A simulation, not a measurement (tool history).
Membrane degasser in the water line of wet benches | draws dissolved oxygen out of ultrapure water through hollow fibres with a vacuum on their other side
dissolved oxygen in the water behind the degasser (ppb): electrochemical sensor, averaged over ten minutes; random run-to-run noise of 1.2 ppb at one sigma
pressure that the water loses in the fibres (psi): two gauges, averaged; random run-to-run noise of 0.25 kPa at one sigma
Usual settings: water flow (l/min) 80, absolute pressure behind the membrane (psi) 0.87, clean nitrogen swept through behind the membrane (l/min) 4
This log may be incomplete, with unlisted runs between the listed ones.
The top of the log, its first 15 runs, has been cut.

| run | hour | water flow (l/min) | absolute pressure behind the membrane (psi) | clean nitrogen swept through behind the membrane (l/min) | hours since the membrane was changed | hours since the vacuum gauge was calibrated | hours since the vacuum lines were made tight | dissolved oxygen in the water behind the degasser (ppb) | pressure that the water loses in the fibres (psi) |
|---|---|---|---|---|---|---|---|---|---|
| 16 | 3015.1 | 118 | 0.87 | 4 | 4884 | 4374 | 7777 | 229.6 | 14.891 |
| 17 | 3145.3 | 93 | 0.87 | 4 | 5014 | 4504 | 7908 | 175.8 | 11.602 |
| 18 | 3432.1 | 61 | 0.87 | 4 | 5301 | 4791 | 8194 | 110.4 | 7.616 |
| 19 | 3659.2 | 79 | 0.87 | 2.48 | 5528 | 5018 | 8421 | 214.6 | 9.9 |
| 20 | 3920.3 | 80 | 0.87 | 2.05 | 5789 | 5279 | 8683 | 253.6 | 10.077 |
| 21 | 4146.1 | 80 | 0.87 | 2.05 | 6015 | 5505 | 8908 | 248.8 | 10.064 |
| 22 | 4446.5 | 80 | 0.87 | 2.05 | 6315 | 5805 | 9209 | 252.6 | 10.079 |
| 23 | 4591 | 80 | 1.534 | 2.99 | 6459 | 5949 | 9353 | 438.4 | 10.069 |
|  | 4662.3 | vacuum gauge calibrated |
| 24 | 4842.3 | 77 | 1.832 | 2.28 | 6710 | 180 | 9604 | 631.6 | 9.735 |
| 25 | 5009.6 | 77 | 1.832 | 2.28 | 6878 | 347 | 9771 | 631.1 | 9.752 |
| 26 | 5141.2 | 119 | 1.61 | 2.87 | 7009 | 479 | 9903 | 664.7 | 15.049 |
| 27 | 5365.9 | 112 | 0.87 | 4.21 | 7234 | 704 | 10128 | 204.2 | 14.276 |
| 28 | 5663.4 | 112 | 0.87 | 4.21 | 7531 | 1001 | 10425 | 207.1 | 14.179 |
| 29 | 5847.8 | 112 | 0.672 | 4 | 7716 | 1186 | 10610 | 131.7 | 14.247 |
|  | 5895.6 | seals of the vacuum lines changed |
| 30 | 6005.4 | 112 | 0.672 | 4 | 7871 | 1341 | 110 | 130.7 | 14.19 |
| 31 | 6134.6 | 101 | 1.049 | 4 | 8000 | 1470 | 239 | 252.7 | 12.807 |

Predict each of these 4 candidate next runs independently; none follows another, all start after run 31:
| A | 6306.6 | 71 | 1.092 | 3.34 | 8173 | 1642 | 411 | ? | ? |
| B | 6306.6 | 105 | 2.115 | 5.27 | 8173 | 1642 | 411 | ? | ? |
| C | 6306.6 | 94 | 1.434 | 4 | 8173 | 1642 | 411 | ? | ? |
| D | 6306.6 | 59 | 0.676 | 4.7 | 8173 | 1642 | 411 | ? | ? |

| run | dissolved oxygen in the water behind the degasser (ppb) | pressure that the water loses in the fibres (psi) |
|---|---|---|
| A | 214.8 | 9.059 |
| B | 519 | 13.33 |
| C | 361.1 | 11.967 |
| D | 52.4 | 7.53 |
Had the tool no hidden state, the same runs would have come out as:
| run | dissolved oxygen in the water behind the degasser (ppb) | pressure that the water loses in the fibres (psi) |
|---|---|---|
| A | 208.3 | 8.705 |
| B | 509.1 | 12.81 |
| C | 351.8 | 11.499 |
| D | 48.2 | 7.237 |
